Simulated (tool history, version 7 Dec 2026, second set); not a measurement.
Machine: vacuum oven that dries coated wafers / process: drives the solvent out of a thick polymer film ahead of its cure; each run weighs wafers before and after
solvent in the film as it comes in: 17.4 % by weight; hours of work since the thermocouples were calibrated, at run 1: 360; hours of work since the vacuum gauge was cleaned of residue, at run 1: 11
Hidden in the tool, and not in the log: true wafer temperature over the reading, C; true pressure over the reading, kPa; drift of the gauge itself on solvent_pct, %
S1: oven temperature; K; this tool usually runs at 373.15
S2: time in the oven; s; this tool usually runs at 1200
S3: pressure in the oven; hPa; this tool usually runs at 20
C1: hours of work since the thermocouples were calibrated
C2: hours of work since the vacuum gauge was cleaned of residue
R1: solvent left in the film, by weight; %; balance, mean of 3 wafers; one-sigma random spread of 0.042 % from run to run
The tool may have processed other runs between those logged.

| run | hour | S1 | S2 | S3 | C1 | C2 | R1 |
|---|---|---|---|---|---|---|---|
| 1 | 0 | 373.15 | 1200 | 20 | 360 | 11 | 2.25 |
| 2 | 59.1 | 373.15 | 1200 | 20 | 388 | 39 | 2.18 |
| 3 | 161.2 | 373.15 | 1200 | 20 | 436 | 87 | 2.18 |
| 4 | 256.3 | 373.15 | 1200 | 20 | 481 | 132 | 2.21 |
| 5 | 331 | 373.15 | 600 | 20 | 516 | 168 | 3.87 |
| 6 | 414.1 | 373.15 | 600 | 20 | 556 | 207 | 3.84 |
| 7 | 479.9 | 373.15 | 600 | 20 | 587 | 238 | 3.96 |
| 8 | 584.6 | 373.15 | 1200 | 20 | 636 | 287 | 2.19 |
| 9 | 644.9 | 373.15 | 1080 | 14.5 | 665 | 316 | 1.81 |
|  | 713.2 | oven's thermocouples calibrated |
| 10 | 728 | 386.15 | 840 | 20 | 7 | 354 | 1.24 |
| 11 | 807.7 | 373.15 | 1200 | 67.4 | 45 | 392 | 6.61 |
| 12 | 860.3 | 373.15 | 1200 | 67.4 | 69 | 416 | 6.52 |
| 13 | 959.7 | 373.15 | 1200 | 67.4 | 116 | 463 | 6.64 |
| 14 | 1057 | 365.15 | 720 | 67.9 | 162 | 509 | 10.64 |
| 15 | 1120.5 | 365.15 | 720 | 11.1 | 192 | 539 | 5.58 |

3 ways to go on from here, each from the tool as it stands after run 15. What would each give?
| A | 1172.6 | 371.15 | 1740 | 63.4 | 217 | 564 | ? |
| B | 1172.6 | 365.15 | 600 | 55.5 | 217 | 564 | ? |
| C | 1172.6 | 373.15 | 1320 | 40.5 | 217 | 564 | ? |

| run | R1 |
|---|---|
| A | 6.48 |
| B | 10.31 |
| C | 4.13 |
Stripped of hidden state, with their random variation kept, the same runs would have yielded:
| run | R1 |
|---|---|
| A | 6.36 |
| B | 10.23 |
| C | 4.02 |

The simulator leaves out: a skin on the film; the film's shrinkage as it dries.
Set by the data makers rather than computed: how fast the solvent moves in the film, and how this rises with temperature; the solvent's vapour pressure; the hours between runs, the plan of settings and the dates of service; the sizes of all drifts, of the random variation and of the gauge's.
